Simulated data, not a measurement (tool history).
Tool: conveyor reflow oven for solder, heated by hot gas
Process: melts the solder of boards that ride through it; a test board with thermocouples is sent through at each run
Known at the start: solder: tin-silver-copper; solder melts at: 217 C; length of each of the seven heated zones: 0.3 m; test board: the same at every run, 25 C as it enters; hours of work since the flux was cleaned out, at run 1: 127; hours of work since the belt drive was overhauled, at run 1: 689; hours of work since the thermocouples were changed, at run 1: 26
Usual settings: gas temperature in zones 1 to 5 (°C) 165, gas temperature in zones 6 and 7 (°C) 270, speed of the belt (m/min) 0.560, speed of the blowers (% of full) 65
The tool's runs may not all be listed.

| run | hour | gas temperature in zones 1 to 5 (°C) | gas temperature in zones 6 and 7 (°C) | speed of the belt (m/min) | speed of the blowers (% of full) | hours of work since the flux was cleaned out | hours of work since the belt drive was overhauled | hours of work since the thermocouples were changed | highest temperature of the board (°C) | time above the solder's melting point (s) |
|---|---|---|---|---|---|---|---|---|---|---|
| 1 | 0.0 | 165 | 270 | 0.560 | 65 | 127 | 689 | 26 | 253.5 | 46.1 |
| 2 | 16.2 | 165 | 270 | 0.560 | 65 | 139 | 701 | 38 | 253.3 | 46.1 |
| 3 | 42.5 | 165 | 270 | 0.560 | 67 | 158 | 720 | 57 | 253.8 | 46.8 |
| 4 | 77.8 | 165 | 270 | 0.560 | 67 | 184 | 746 | 83 | 254.5 | 46.5 |
| 5 | 107.4 | 165 | 270 | 0.560 | 67 | 205 | 767 | 104 | 253.5 | 47.2 |
| 6 | 143.7 | 165 | 270 | 0.560 | 67 | 232 | 794 | 131 | 253.9 | 46.6 |
| 7 | 162.2 | 165 | 270 | 0.560 | 67 | 245 | 807 | 144 | 253.9 | 46.5 |
| 8 | 181.6 | 165 | 270 | 0.560 | 51 | 259 | 821 | 158 | 249.7 | 43.0 |
| 9 | 199.2 | 165 | 281 | 0.560 | 65 | 272 | 834 | 171 | 263.8 | 50.9 |
| 10 | 215.1 | 165 | 281 | 0.560 | 65 | 284 | 846 | 183 | 263.0 | 51.5 |
| 11 | 234.0 | 165 | 281 | 0.560 | 65 | 298 | 860 | 197 | 262.9 | 51.4 |
| 12 | 254.6 | 165 | 270 | 0.510 | 59 | 313 | 875 | 212 | 254.7 | 52.4 |
| 13 | 274.1 | 170 | 271 | 0.543 | 56 | 327 | 889 | 226 | 253.2 | 49.4 |
| 14 | 305.3 | 166 | 270 | 0.536 | 65 | 350 | 912 | 249 | 255.1 | 49.9 |
| 15 | 343.1 | 177 | 270 | 0.536 | 73 | 377 | 939 | 276 | 258.8 | 54.8 |
| 16 | 379.7 | 177 | 270 | 0.536 | 73 | 404 | 966 | 303 | 258.4 | 55.0 |
|  | 420.0 | flux residue cleaned out of gas plates and filters |
| 17 | 421.2 | 159 | 270 | 0.620 | 64 | 1 | 993 | 330 | 248.8 | 36.9 |
| 18 | 458.4 | 159 | 270 | 0.620 | 64 | 28 | 1020 | 357 | 248.4 | 37.0 |
| 19 | 486.0 | 159 | 270 | 0.620 | 64 | 48 | 1040 | 377 | 248.4 | 37.4 |
| 20 | 505.8 | 159 | 270 | 0.620 | 64 | 63 | 1054 | 391 | 248.4 | 36.7 |
| 21 | 542.4 | 165 | 270 | 0.461 | 82 | 89 | 1081 | 418 | 261.2 | 63.6 |

Forecast each of these 5 alternatives for the next run:
| A | 575.7 | 168 | 270 | 0.575 | 90 | 114 | 1105 | 442 | ? | ? |
| B | 575.7 | 170 | 270 | 0.461 | 82 | 114 | 1105 | 442 | ? | ? |
| C | 575.7 | 177 | 262 | 0.544 | 82 | 114 | 1105 | 442 | ? | ? |
| D | 575.7 | 158 | 270 | 0.560 | 65 | 114 | 1105 | 442 | ? | ? |
| E | 575.7 | 165 | 270 | 0.452 | 82 | 114 | 1105 | 442 | ? | ? |

| run | highest temperature of the board (°C) | time above the solder's melting point (s) |
|---|---|---|
| A | 257.7 | 49.3 |
| B | 262.2 | 65.9 |
| C | 251.5 | 51.8 |
| D | 252.8 | 43.7 |
| E | 262.1 | 65.4 |
Without the tool's hidden state the same runs would have given:
| run | highest temperature of the board (°C) | time above the solder's melting point (s) |
|---|---|---|
| A | 257.7 | 49.3 |
| B | 262.1 | 65.9 |
| C | 251.4 | 51.7 |
| D | 252.7 | 43.7 |
| E | 262.0 | 65.3 |
